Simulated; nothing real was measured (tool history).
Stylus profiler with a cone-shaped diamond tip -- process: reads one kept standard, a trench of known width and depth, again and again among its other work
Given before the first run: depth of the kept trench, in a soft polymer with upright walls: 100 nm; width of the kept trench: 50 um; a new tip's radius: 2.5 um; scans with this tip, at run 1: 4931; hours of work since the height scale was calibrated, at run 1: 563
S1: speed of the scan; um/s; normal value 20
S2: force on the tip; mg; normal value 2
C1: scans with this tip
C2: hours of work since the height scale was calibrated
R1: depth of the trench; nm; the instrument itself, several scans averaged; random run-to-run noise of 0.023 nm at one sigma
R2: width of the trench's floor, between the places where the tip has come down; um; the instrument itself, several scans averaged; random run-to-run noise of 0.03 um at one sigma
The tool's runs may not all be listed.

run 1 hour=0 | S1=20 S2=2 | C1=4931 C2=563 | R1=100.86 R2=47.9
run 2 hour=39.7 | S1=20 S2=1.12 | C1=5191 C2=592 | R1=100.65 R2=47.87
run 3 hour=82.4 | S1=20 S2=2 | C1=5470 C2=624 | R1=100.81 R2=47.86
run 4 hour=128.1 | S1=20 S2=2 | C1=5770 C2=658 | R1=100.89 R2=47.87
run 5 hour=170.7 | S1=20 S2=2 | C1=6048 C2=690 | R1=100.84 R2=47.85
run 6 hour=207.5 | S1=20 S2=2 | C1=6289 C2=718 | R1=100.85 R2=47.81
run 7 hour=252 | S1=20 S2=5.34 | C1=6580 C2=751 | R1=101.55 R2=47.8
run 8 hour=297.9 | S1=20 S2=5.34 | C1=6881 C2=785 | R1=101.59 R2=47.8
run 9 hour=322.1 | S1=20 S2=5.34 | C1=7039 C2=803 | R1=101.57 R2=47.75
run 10 hour=357.9 | S1=20 S2=5.34 | C1=7273 C2=830 | R1=101.59 R2=47.73
run 11 hour=391.7 | S1=20 S2=5.34 | C1=7494 C2=855 | R1=101.55 R2=47.65
run 12 hour=426.7 | S1=20 S2=2 | C1=7723 C2=881 | R1=100.9 R2=47.61
run 13 hour=466.5 | S1=20 S2=2 | C1=7984 C2=911 | R1=100.95 R2=47.61
run 14 hour=492.8 | S1=6 S2=2 | C1=8156 C2=931 | R1=100.96 R2=47.72
run 15 hour=523.8 | S1=6 S2=2 | C1=8358 C2=954 | R1=100.94 R2=47.62
run 16 hour=560.6 | S1=8 S2=2 | C1=8599 C2=981 | R1=100.96 R2=47.64
run 17 hour=584.7 | S1=8 S2=2 | C1=8757 C2=999 | R1=100.97 R2=47.62
run 18 hour=610.5 | S1=20 S2=2 | C1=8926 C2=1019 | R1=100.97 R2=47.52
-- hour=615.4 height scale calibrated on a step standard
run 19 hour=645.5 | S1=20 S2=1.08 | C1=9151 C2=22 | R1=100.46 R2=47.46
run 20 hour=678.9 | S1=20 S2=0.9 | C1=9370 C2=47 | R1=100.39 R2=47.5
run 21 hour=708.1 | S1=20 S2=2.61 | C1=9561 C2=69 | R1=100.82 R2=47.52
run 22 hour=752.4 | S1=20 S2=2.61 | C1=9851 C2=102 | R1=100.87 R2=47.5
run 23 hour=775.2 | S1=20 S2=1.33 | C1=10000 C2=119 | R1=100.57 R2=47.41
run 24 hour=814 | S1=9 S2=5.62 | C1=10254 C2=148 | R1=101.41 R2=47.52
run 25 hour=862.5 | S1=25 S2=2.39 | C1=10571 C2=184 | R1=100.78 R2=47.46
-- hour=885.8 new tip fitted, height scale calibrated
run 26 hour=885.8 | S1=6 S2=0.77 | C1=0 C2=0 | R1=100.39 R2=48.56
run 27 hour=911.1 | S1=26 S2=2.97 | C1=165 C2=19 | R1=100.99 R2=48.5
run 28 hour=940.4 | S1=7 S2=1.11 | C1=357 C2=41 | R1=100.5 R2=48.52
run 29 hour=964.5 | S1=20 S2=2.28 | C1=515 C2=59 | R1=100.84 R2=48.48
run 30 hour=986 | S1=20 S2=1.91 | C1=656 C2=75 | R1=100.74 R2=48.44
run 31 hour=1032 | S1=20 S2=1.91 | C1=956 C2=109 | R1=100.77 R2=48.43
run 32 hour=1054.1 | S1=20 S2=1.91 | C1=1101 C2=126 | R1=100.74 R2=48.33
run 33 hour=1093.2 | S1=7 S2=2.15 | C1=1357 C2=155 | R1=100.85 R2=48.4
run 34 hour=1136 | S1=7 S2=2.15 | C1=1636 C2=187 | R1=100.83 R2=48.38
run 35 hour=1176.4 | S1=50 S2=1.53 | C1=1901 C2=217 | R1=100.68 R2=48.17
run 36 hour=1215.5 | S1=38 S2=1.52 | C1=2157 C2=246 | R1=100.69 R2=48.18
run 37 hour=1261.8 | S1=20 S2=2.91 | C1=2459 C2=281 | R1=101 R2=48.17
run 38 hour=1297.5 | S1=6 S2=2.15 | C1=2693 C2=307 | R1=100.8 R2=48.21
run 39 hour=1324.1 | S1=17 S2=3.81 | C1=2867 C2=327 | R1=101.18 R2=48.2
run 40 hour=1344.8 | S1=42 S2=2.09 | C1=3002 C2=343 | R1=100.85 R2=48.09
run 41 hour=1372.1 | S1=42 S2=2.09 | C1=3181 C2=363 | R1=100.84 R2=48.03
run 42 hour=1394.1 | S1=47 S2=5.85 | C1=3325 C2=380 | R1=101.58 R2=48.07
run 43 hour=1425.6 | S1=48 S2=2 | C1=3532 C2=403 | R1=100.84 R2=47.95
run 44 hour=1449.3 | S1=48 S2=2 | C1=3687 C2=421 | R1=100.83 R2=47.97
run 45 hour=1476.5 | S1=31 S2=2.38 | C1=3864 C2=441 | R1=100.94 R2=48
run 46 hour=1518.1 | S1=14 S2=3.97 | C1=4137 C2=472 | R1=101.27 R2=48.07

Across each entry between runs, compare the hidden state at the last listed run before it with the hidden state at the first listed run after it:
From run 18 to run 19: height scale calibrated on a step standard (hour 615.4)
  radius of the tip, um: 7.09 -> 7.2; height scale over the true one, %: 0.224 -> -0.044
  measured less the result without the state, R1: +0.23 -> -0.05 nm; R2: -0.98 -> -0.99 um
From run 25 to run 26: new tip fitted, height scale calibrated (hour 885.8)
  radius of the tip, um: 7.94 -> 2.56; height scale over the true one, %: -0.006 -> 0.012
  measured less the result without the state, R1: +0 -> +0.02 nm; R2: -1.11 -> -0.02 um

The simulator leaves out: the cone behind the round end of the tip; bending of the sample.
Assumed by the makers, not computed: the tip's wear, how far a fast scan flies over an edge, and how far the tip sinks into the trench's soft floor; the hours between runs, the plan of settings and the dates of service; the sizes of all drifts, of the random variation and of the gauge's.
